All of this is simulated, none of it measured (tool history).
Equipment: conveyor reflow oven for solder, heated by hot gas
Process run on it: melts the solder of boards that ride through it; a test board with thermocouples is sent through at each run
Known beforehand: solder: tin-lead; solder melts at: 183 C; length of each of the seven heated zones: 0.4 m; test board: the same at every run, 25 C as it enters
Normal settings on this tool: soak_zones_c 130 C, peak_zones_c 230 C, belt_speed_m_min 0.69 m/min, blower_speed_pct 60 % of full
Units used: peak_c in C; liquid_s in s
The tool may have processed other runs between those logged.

{"run": 1, "hour": 0.0, "soak_zones_c": 130, "peak_zones_c": 230, "belt_speed_m_min": 0.69, "blower_speed_pct": 60, "peak_c": 212.4, "liquid_s": 45.9}
{"run": 2, "hour": 25.3, "soak_zones_c": 130, "peak_zones_c": 230, "belt_speed_m_min": 0.69, "blower_speed_pct": 60, "peak_c": 212.6, "liquid_s": 46.4}
{"hour": 46.1, "done": "flux residue cleaned out of gas plates and filters"}
{"run": 3, "hour": 47.2, "soak_zones_c": 124, "peak_zones_c": 230, "belt_speed_m_min": 0.69, "blower_speed_pct": 60, "peak_c": 213.5, "liquid_s": 45.4}
{"run": 4, "hour": 63.8, "soak_zones_c": 124, "peak_zones_c": 230, "belt_speed_m_min": 0.69, "blower_speed_pct": 60, "peak_c": 213.4, "liquid_s": 44.7}
{"run": 5, "hour": 82.0, "soak_zones_c": 130, "peak_zones_c": 230, "belt_speed_m_min": 0.631, "blower_speed_pct": 60, "peak_c": 218, "liquid_s": 55.6}
{"run": 6, "hour": 109.3, "soak_zones_c": 130, "peak_zones_c": 230, "belt_speed_m_min": 0.631, "blower_speed_pct": 60, "peak_c": 217.5, "liquid_s": 55}
{"run": 7, "hour": 136.3, "soak_zones_c": 130, "peak_zones_c": 243, "belt_speed_m_min": 0.69, "blower_speed_pct": 60, "peak_c": 225.1, "liquid_s": 55}
{"run": 8, "hour": 153.6, "soak_zones_c": 130, "peak_zones_c": 243, "belt_speed_m_min": 0.69, "blower_speed_pct": 60, "peak_c": 225.2, "liquid_s": 55.3}
{"run": 9, "hour": 182.1, "soak_zones_c": 130, "peak_zones_c": 230, "belt_speed_m_min": 0.599, "blower_speed_pct": 60, "peak_c": 219.1, "liquid_s": 59.9}
{"run": 10, "hour": 195.0, "soak_zones_c": 130, "peak_zones_c": 230, "belt_speed_m_min": 0.613, "blower_speed_pct": 60, "peak_c": 218.6, "liquid_s": 58.2}
{"run": 11, "hour": 213.7, "soak_zones_c": 130, "peak_zones_c": 230, "belt_speed_m_min": 0.69, "blower_speed_pct": 77, "peak_c": 219, "liquid_s": 52}
{"run": 12, "hour": 239.2, "soak_zones_c": 130, "peak_zones_c": 230, "belt_speed_m_min": 0.69, "blower_speed_pct": 60, "peak_c": 214, "liquid_s": 47.2}
{"hour": 245.9, "done": "belt drive overhauled, speed set with a stopwatch"}
{"run": 13, "hour": 260.9, "soak_zones_c": 130, "peak_zones_c": 230, "belt_speed_m_min": 0.658, "blower_speed_pct": 60, "peak_c": 215.6, "liquid_s": 51.2}
{"run": 14, "hour": 280.7, "soak_zones_c": 130, "peak_zones_c": 230, "belt_speed_m_min": 0.658, "blower_speed_pct": 60, "peak_c": 216.2, "liquid_s": 51.9}
{"run": 15, "hour": 301.8, "soak_zones_c": 130, "peak_zones_c": 230, "belt_speed_m_min": 0.69, "blower_speed_pct": 60, "peak_c": 214.1, "liquid_s": 47.8}
{"run": 16, "hour": 325.2, "soak_zones_c": 130, "peak_zones_c": 230, "belt_speed_m_min": 0.623, "blower_speed_pct": 68, "peak_c": 219.7, "liquid_s": 57.8}
{"run": 17, "hour": 351.7, "soak_zones_c": 130, "peak_zones_c": 230, "belt_speed_m_min": 0.623, "blower_speed_pct": 68, "peak_c": 219.5, "liquid_s": 57.8}
{"run": 18, "hour": 367.0, "soak_zones_c": 130, "peak_zones_c": 234, "belt_speed_m_min": 0.623, "blower_speed_pct": 58, "peak_c": 221, "liquid_s": 59}
{"run": 19, "hour": 381.3, "soak_zones_c": 140, "peak_zones_c": 230, "belt_speed_m_min": 0.74, "blower_speed_pct": 52, "peak_c": 211.4, "liquid_s": 43.9}
{"hour": 411.2, "done": "belt drive overhauled, speed set with a stopwatch, once more"}
{"run": 20, "hour": 412.6, "soak_zones_c": 116, "peak_zones_c": 236, "belt_speed_m_min": 0.67, "blower_speed_pct": 83, "peak_c": 223.4, "liquid_s": 52.5}
{"hour": 416.8, "done": "thermocouples of zones 6 and 7 changed"}
{"run": 21, "hour": 443.2, "soak_zones_c": 116, "peak_zones_c": 236, "belt_speed_m_min": 0.67, "blower_speed_pct": 83, "peak_c": 219.6, "liquid_s": 49.6}
{"run": 22, "hour": 461.1, "soak_zones_c": 117, "peak_zones_c": 237, "belt_speed_m_min": 0.733, "blower_speed_pct": 83, "peak_c": 216.8, "liquid_s": 42.9}
{"run": 23, "hour": 486.9, "soak_zones_c": 124, "peak_zones_c": 242, "belt_speed_m_min": 0.768, "blower_speed_pct": 55, "peak_c": 211.8, "liquid_s": 38.8}
{"run": 24, "hour": 509.8, "soak_zones_c": 124, "peak_zones_c": 242, "belt_speed_m_min": 0.768, "blower_speed_pct": 55, "peak_c": 212, "liquid_s": 37.8}
{"run": 25, "hour": 528.0, "soak_zones_c": 130, "peak_zones_c": 230, "belt_speed_m_min": 0.621, "blower_speed_pct": 83, "peak_c": 217.6, "liquid_s": 56.8}
{"run": 26, "hour": 540.0, "soak_zones_c": 140, "peak_zones_c": 230, "belt_speed_m_min": 0.694, "blower_speed_pct": 64, "peak_c": 212.9, "liquid_s": 48.4}
{"hour": 551.6, "done": "flux residue cleaned out of gas plates and filters"}
{"run": 27, "hour": 564.9, "soak_zones_c": 130, "peak_zones_c": 230, "belt_speed_m_min": 0.572, "blower_speed_pct": 67, "peak_c": 218.7, "liquid_s": 63.3}
{"run": 28, "hour": 584.9, "soak_zones_c": 134, "peak_zones_c": 230, "belt_speed_m_min": 0.572, "blower_speed_pct": 57, "peak_c": 217.5, "liquid_s": 62.3}
{"run": 29, "hour": 603.7, "soak_zones_c": 134, "peak_zones_c": 230, "belt_speed_m_min": 0.572, "blower_speed_pct": 57, "peak_c": 217.4, "liquid_s": 63}

Pick out some run-to-run changes in peak_c. Of each, how much would a tool without hidden state show as well, from the settings, what came in and chance, and how much is left for the hidden state and any gauge scatter not in both results compared?
Unlogged tool condition in this case: heat that the gas passes to the board, % of a clean oven's; belt's true speed, % of the reading; true gas temperature in zones 6 and 7 over the reading, C; drift of the gauge itself on peak_c, C; drift of the gauge itself on liquid_s, %.
Run 18 -> 19: soak_zones_c 130 -> 140, peak_zones_c 234 -> 230, belt_speed_m_min 0.623 -> 0.74, blower_speed_pct 58 -> 52. peak_c -9.6 C: hidden state -0.3, all else -9.3.
Run 19 -> 20: soak_zones_c 140 -> 116, peak_zones_c 230 -> 236, belt_speed_m_min 0.74 -> 0.67, blower_speed_pct 52 -> 83, belt drive overhauled, speed set with a stopwatch, once more. peak_c +12 C: hidden state -0.7, all else +12.7.
Run 20 -> 21: thermocouples of zones 6 and 7 changed. peak_c -3.8 C: hidden state -3.9, all else +0.1.
Run 26 -> 27: soak_zones_c 140 -> 130, belt_speed_m_min 0.694 -> 0.572, blower_speed_pct 64 -> 67, flux residue cleaned out of gas plates and filters. peak_c +5.8 C: hidden state +1.9, all else +3.9.
